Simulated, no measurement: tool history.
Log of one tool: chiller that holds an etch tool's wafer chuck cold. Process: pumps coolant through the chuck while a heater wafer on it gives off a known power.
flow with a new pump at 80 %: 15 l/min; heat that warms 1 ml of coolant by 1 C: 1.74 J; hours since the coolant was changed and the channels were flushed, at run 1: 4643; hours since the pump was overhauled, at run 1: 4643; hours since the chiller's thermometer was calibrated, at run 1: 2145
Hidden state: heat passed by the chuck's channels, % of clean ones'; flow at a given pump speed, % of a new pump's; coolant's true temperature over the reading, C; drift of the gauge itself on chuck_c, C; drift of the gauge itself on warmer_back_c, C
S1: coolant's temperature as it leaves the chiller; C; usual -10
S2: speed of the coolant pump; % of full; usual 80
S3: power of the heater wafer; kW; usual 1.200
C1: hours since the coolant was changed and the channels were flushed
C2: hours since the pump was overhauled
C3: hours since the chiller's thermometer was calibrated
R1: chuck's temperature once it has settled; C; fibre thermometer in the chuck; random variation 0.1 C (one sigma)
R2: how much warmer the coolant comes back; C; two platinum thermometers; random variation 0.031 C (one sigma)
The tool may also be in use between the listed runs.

run 1 hour=0.0 | S1=-10 S2=80 S3=1.200 | C1=4643 C2=4643 C3=2145 | R1=-0.9 R2=3.04
run 2 hour=128.7 | S1=-10 S2=80 S3=1.200 | C1=4771 C2=4771 C3=2274 | R1=-0.9 R2=3.06
run 3 hour=225.6 | S1=-11 S2=80 S3=1.200 | C1=4868 C2=4868 C3=2371 | R1=-1.8 R2=3.01
run 4 hour=324.1 | S1=-11 S2=80 S3=1.200 | C1=4967 C2=4967 C3=2469 | R1=-1.8 R2=3.01
run 5 hour=440.3 | S1=-11 S2=80 S3=1.200 | C1=5083 C2=5083 C3=2586 | R1=-1.7 R2=3.07
run 6 hour=545.9 | S1=-10 S2=80 S3=1.200 | C1=5189 C2=5189 C3=2691 | R1=-0.7 R2=3.06
run 7 hour=610.5 | S1=-10 S2=80 S3=1.200 | C1=5253 C2=5253 C3=2756 | R1=-0.7 R2=3.06
run 8 hour=724.1 | S1=-10 S2=80 S3=1.200 | C1=5367 C2=5367 C3=2869 | R1=-0.7 R2=3.11
run 9 hour=790.7 | S1=-10 S2=80 S3=1.200 | C1=5434 C2=5434 C3=2936 | R1=-0.6 R2=3.09
run 10 hour=883.9 | S1=-10 S2=80 S3=1.200 | C1=5527 C2=5527 C3=3029 | R1=-0.6 R2=3.09
run 11 hour=1009.0 | S1=0 S2=63 S3=1.181 | C1=5652 C2=5652 C3=3154 | R1=11.5 R2=3.93
-- hour=1021.0 coolant pump overhauled
run 12 hour=1129.1 | S1=-2 S2=66 S3=0.608 | C1=5767 C2=108 C3=3269 | R1=4.1 R2=2.06
run 13 hour=1181.9 | S1=-5 S2=92 S3=0.608 | C1=5820 C2=161 C3=3322 | R1=-0.4 R2=1.40

The next listed run, before its measurement:
run 14 hour=1290.7 | S1=-10 S2=90 S3=1.380 | C1=5928 C2=270 C3=3431 | R1=? R2=?

Run 14 gave R1 0.4 C, R2 3.39 C.
Without the tool's hidden state the same run would have given R1 -2.2 C, R2 2.81 C.
